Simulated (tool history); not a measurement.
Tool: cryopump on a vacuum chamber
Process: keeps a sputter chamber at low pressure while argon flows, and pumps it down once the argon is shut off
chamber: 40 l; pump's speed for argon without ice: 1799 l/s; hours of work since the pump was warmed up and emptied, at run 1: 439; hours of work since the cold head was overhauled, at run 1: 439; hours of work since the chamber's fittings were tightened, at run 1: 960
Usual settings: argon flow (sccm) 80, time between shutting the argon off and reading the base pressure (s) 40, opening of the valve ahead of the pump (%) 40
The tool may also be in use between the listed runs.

run,hour,argon flow (sccm),time between shutting the argon off and reading the base pressure (s),opening of the valve ahead of the pump (%),hours of work since the pump was warmed up and emptied,hours of work since the cold head was overhauled,hours of work since the chamber's fittings were tightened,pressure while argon flows (Pa),pressure after the wait (uPa)
1,0,80,40,40,439,439,960,0.1992,1.53
2,6.3,80,34,40,444,444,965,0.1992,1.66
3,13,80,34,40,449,449,971,0.2007,1.75
4,26.8,80,34,40,461,461,982,0.1996,1.72
5,39.1,80,34,40,471,471,992,0.199,1.7
6,51.4,80,34,40,481,481,1002,0.1997,1.79
7,65.6,80,34,40,493,493,1014,0.2015,1.77
8,75.8,80,55,40,501,501,1022,0.2015,1.36
9,87.2,80,55,40,510,510,1032,0.2021,1.36
10,100.2,80,55,40,521,521,1042,0.2026,1.36
11,114.6,143,40,40,533,533,1054,0.3589,1.63
12,128.1,143,40,40,544,544,1065,0.3663,1.65
13,135.3,143,40,40,550,550,1071,0.3632,1.6
14,142.3,143,40,40,556,556,1077,0.3611,1.6
15,149.4,143,40,40,561,561,1083,0.3637,1.61
16,159.3,80,41,40,570,570,1091,0.2042,1.64
17,173.3,80,41,40,581,581,1102,0.2032,1.56
18,184.9,80,41,40,591,591,1112,0.2032,1.57
19,199.8,80,41,40,603,603,1124,0.2049,1.68
20,210.3,80,41,40,611,611,1133,0.2048,1.67
21,217.7,80,210,17,618,618,1139,0.457,0.95
22,224,54,173,52,623,623,1144,0.1086,1.01
23,232.4,116,40,40,630,630,1151,0.2975,1.65
24,243.3,42,40,40,639,639,1160,0.108,1.72
25,254.3,42,40,40,648,648,1169,0.107,1.74
26,265.9,55,103,57,657,657,1178,0.103,1.14
27,280.5,55,103,57,669,669,1190,0.1031,1.16
28,286.9,33,227,58,674,674,1196,0.0616,0.99
29,300,35,27,27,685,685,1206,0.1296,2.17
30,310.1,87,90,57,694,694,1215,0.1632,1.23
31,319.9,103,40,40,702,702,1223,0.2687,1.75
32,327.4,59,218,26,708,708,1229,0.2288,0.98
33,337.2,59,218,26,716,716,1237,0.2274,1.01
34,347.1,155,218,45,724,724,1245,0.3605,1.03

Forecast each of these 4 alternatives for the next run:
A,360.1,155,99,45,735,735,1256,?,?
B,360.1,80,63,24,735,735,1256,?,?
C,360.1,155,218,23,735,735,1256,?,?
D,360.1,143,243,22,735,735,1256,?,?

run,pressure while argon flows (Pa),pressure after the wait (uPa)
A,0.3644,1.21
B,0.3356,1.42
C,0.6715,1.1
D,0.6491,0.99
Without the tool's hidden state the same runs would have given:
run,pressure while argon flows (Pa),pressure after the wait (uPa)
A,0.3248,0.54
B,0.3151,0.74
C,0.6321,0.4
D,0.6126,0.3
